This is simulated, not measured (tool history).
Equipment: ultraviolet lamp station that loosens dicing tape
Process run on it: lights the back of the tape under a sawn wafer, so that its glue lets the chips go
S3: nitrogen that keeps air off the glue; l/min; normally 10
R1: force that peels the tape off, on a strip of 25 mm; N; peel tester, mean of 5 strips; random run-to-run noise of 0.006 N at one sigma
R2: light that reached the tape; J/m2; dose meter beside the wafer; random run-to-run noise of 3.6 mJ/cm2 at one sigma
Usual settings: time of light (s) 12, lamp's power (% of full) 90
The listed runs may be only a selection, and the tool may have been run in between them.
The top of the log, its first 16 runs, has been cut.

Run 17, hour 232.6: usual settings but time of light (s) 8. Result: R1 0.428 N, R2 3530 J/m2.
Run 18, hour 245.6: usual settings. Result: R1 0.186 N, R2 5260 J/m2.
Run 19, hour 260.5: usual settings. Result: R1 0.193 N, R2 5200 J/m2.
Run 20, hour 271.0: usual settings. Result: R1 0.210 N, R2 5150 J/m2.
Run 21, hour 280.4: usual settings but time of light (s) 10, lamp's power (% of full) 74, S3 11 l/min. Result: R1 0.405 N, R2 3480 J/m2.
Run 22, hour 289.3: usual settings but lamp's power (% of full) 71, S3 4 l/min. Result: R1 0.584 N, R2 4080 J/m2.
Run 23, hour 299.1: usual settings but time of light (s) 24, S3 4 l/min. Result: R1 0.143 N, R2 10150 J/m2.
Run 24, hour 316.9: usual settings but time of light (s) 24, S3 4 l/min. Result: R1 0.143 N, R2 10000 J/m2.
Run 25, hour 334.5: usual settings but lamp's power (% of full) 74. Result: R1 0.316 N, R2 4060 J/m2.
Run 26, hour 348.4: usual settings but lamp's power (% of full) 74. Result: R1 0.297 N, R2 4030 J/m2.
Run 27, hour 368.1: usual settings but time of light (s) 21, lamp's power (% of full) 98, S3 19 l/min. Result: R1 0.135 N, R2 9240 J/m2.
Run 28, hour 381.9: usual settings but time of light (s) 10, lamp's power (% of full) 86, S3 3 l/min. Result: R1 0.850 N, R2 3830 J/m2.
Run 29, hour 394.3: usual settings but time of light (s) 10, lamp's power (% of full) 86, S3 3 l/min. Result: R1 0.825 N, R2 3760 J/m2.
Run 30, hour 408.1: usual settings but time of light (s) 18, lamp's power (% of full) 94, S3 7 l/min. Result: R1 0.157 N, R2 7340 J/m2.
Run 31, hour 425.9: usual settings but time of light (s) 17, lamp's power (% of full) 75, S3 8 l/min. Result: R1 0.200 N, R2 5440 J/m2.
Run 32, hour 439.1: usual settings but time of light (s) 7, lamp's power (% of full) 71, S3 5 l/min. Result: R1 1.643 N, R2 2120 J/m2.
Run 33, hour 450.9: usual settings but time of light (s) 7, lamp's power (% of full) 71, S3 5 l/min. Result: R1 1.713 N, R2 2140 J/m2.
At hour 459.9: window cleaned of glue's vapour.
Run 34, hour 461.4: usual settings but time of light (s) 7, lamp's power (% of full) 71, S3 5 l/min. Result: R1 1.434 N, R2 2320 J/m2.
Run 35, hour 473.2: usual settings but S3 6 l/min. Result: R1 0.260 N, R2 5250 J/m2.
Run 36, hour 486.0: usual settings but S3 6 l/min. Result: R1 0.263 N, R2 5130 J/m2.
Run 37, hour 501.3: usual settings but S3 4 l/min. Result: R1 0.351 N, R2 5070 J/m2.
Run 38, hour 514.8: usual settings but time of light (s) 9, lamp's power (% of full) 89. Result: R1 0.370 N, R2 3710 J/m2.
Run 39, hour 524.5: usual settings but time of light (s) 10, lamp's power (% of full) 94, S3 3 l/min. Result: R1 0.624 N, R2 4250 J/m2.
Run 40, hour 542.0: usual settings but time of light (s) 23, lamp's power (% of full) 67. Result: R1 0.146 N, R2 7130 J/m2.

Predict each of these 3 candidate next runs independently; none follows another, all start after run 40:
Run A, hour 550.9: usual settings but time of light (s) 15, lamp's power (% of full) 74, S3 4 l/min. Result: R1 ?, R2 ?.
Run B, hour 550.9: usual settings but time of light (s) 11, lamp's power (% of full) 67, S3 14 l/min. Result: R1 ?, R2 ?.
Run C, hour 550.9: usual settings but S3 8 l/min. Result: R1 ?, R2 ?.

run     R1    R2
  A  0.373  5000
  B  0.391  3320
  C  0.234  4910
With no hidden state in the tool, these same runs would have given:
run     R1    R2
  A  0.250  6090
  B  0.259  4050
  C  0.172  5980

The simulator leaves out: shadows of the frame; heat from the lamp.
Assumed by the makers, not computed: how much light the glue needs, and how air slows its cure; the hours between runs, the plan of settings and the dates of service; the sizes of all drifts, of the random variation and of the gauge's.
